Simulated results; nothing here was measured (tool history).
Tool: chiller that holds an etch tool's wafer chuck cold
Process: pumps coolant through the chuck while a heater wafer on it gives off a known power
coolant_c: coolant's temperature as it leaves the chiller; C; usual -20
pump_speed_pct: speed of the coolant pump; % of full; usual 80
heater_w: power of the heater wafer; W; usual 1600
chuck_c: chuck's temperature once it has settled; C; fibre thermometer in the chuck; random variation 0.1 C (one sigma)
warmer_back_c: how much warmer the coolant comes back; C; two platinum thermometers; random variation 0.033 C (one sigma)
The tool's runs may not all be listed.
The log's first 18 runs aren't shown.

run,day,coolant_c,pump_speed_pct,heater_w,hours since the coolant was changed and the channels were flushed,hours since the pump was overhauled,hours since the chiller's thermometer was calibrated,chuck_c,warmer_back_c
19,102.538,-10,86,1003,10468,4367,439,-2.6,2.89
20,107.292,-22,80,1683,10583,4481,553,-8.2,5.23
21,112.942,-22,80,1683,10718,4616,689,-8.4,5.2
22,117.846,-22,65,1683,10836,4734,806,-5.1,6.62
# day 118.429: coolant changed, channels flushed
23,124.062,-20,88,1140,135,4877,950,-12.7,3.18
# day 129.621: chiller's thermometer calibrated, once more
24,129.896,-20,88,1140,274,5016,7,-12.4,3.16
25,137.442,-20,88,1140,455,5197,188,-12.3,3.23
26,145.25,-29,88,942,643,5385,375,-22.6,2.6
27,152.946,-21,88,942,827,5569,560,-14.5,2.66
28,158.162,-20,80,1526,953,5695,685,-8.8,4.83
29,163.567,-20,80,1600,1082,5824,815,-8.1,5.01
30,168.142,-20,80,1600,1192,5934,924,-8.2,5.02
31,171.45,-19,90,2352,1271,6013,1004,-3.2,6.48
32,177.379,-19,90,2352,1414,6156,1146,-3.2,6.52

3 ways to go on from here, each from the tool as it stands after run 32. What would each give?
A,184.946,-21,62,2111,1595,6337,1328,?,?
B,184.946,-26,81,898,1595,6337,1328,?,?
C,184.946,-20,80,956,1595,6337,1328,?,?

run,chuck_c,warmer_back_c
A,-1,8.94
B,-19.3,2.81
C,-13,3.01
Without the tool's hidden state the same runs would have given:
run,chuck_c,warmer_back_c
A,-2.6,8.36
B,-19.8,2.63
C,-13.5,2.81
